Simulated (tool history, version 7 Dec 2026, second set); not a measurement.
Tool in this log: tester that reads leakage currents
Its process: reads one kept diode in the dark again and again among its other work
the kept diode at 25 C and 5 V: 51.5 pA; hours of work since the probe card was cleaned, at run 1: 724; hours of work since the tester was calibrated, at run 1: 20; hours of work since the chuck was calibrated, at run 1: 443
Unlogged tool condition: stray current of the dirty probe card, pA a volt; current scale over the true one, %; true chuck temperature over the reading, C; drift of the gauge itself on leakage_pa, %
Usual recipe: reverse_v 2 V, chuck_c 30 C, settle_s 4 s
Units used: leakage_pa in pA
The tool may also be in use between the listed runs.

run	hour	reverse_v	chuck_c	settle_s	hours of work since the probe card was cleaned	hours of work since the tester was calibrated	hours of work since the chuck was calibrated	leakage_pa
1	0	2	30	4	724	20	443	54.48
2	130.9	2	30	4	803	100	523	55.1
3	237.3	2	30	4	868	164	587	55.58
4	323.4	2	30	4	920	216	639	55.65
5	405.9	2	30	4	970	267	689	55.98
6	477.1	2	28	4	1013	310	733	46.74
7	638.8	2.57	30	4	1111	408	831	64.64
8	788.1	2.57	30	0.48	1202	498	921	66.82
9	881.1	2.57	30	0.48	1258	555	978	66.65
10	988.4	2	25	4	1323	620	1043	36.61
11	1114.6	13.67	25	0.41	1400	696	1119	115.01
12	1195.2	3.04	25	0.42	1449	745	1168	48.44
# hour 1227.6: chuck's temperature calibrated
13	1284.2	19.91	34	1.68	1502	798	34	262.56
14	1415.7	19.91	34	1.68	1581	878	114	266.39
15	1555.5	19.91	34	1.68	1666	963	199	268.81
16	1641.2	2	30	1.61	1718	1015	251	56.01
17	1799	3.79	52	2.71	1814	1110	347	513.57
18	1935.5	3.79	52	2.71	1897	1193	429	510.61
19	2085.7	1.17	50	8.91	1988	1284	521	241.6

Run by run, hidden condition taken away, random variation retained:
run	leakage_pa
1	52.17
2	52.44
3	52.61
4	52.46
5	52.58
6	43.54
7	59.86
8	61.55
9	61.11
10	32.83
11	97.35
12	42.76
13	243.64
14	245.28
15	245.42
16	53
17	498.56
18	493.37
19	232.98
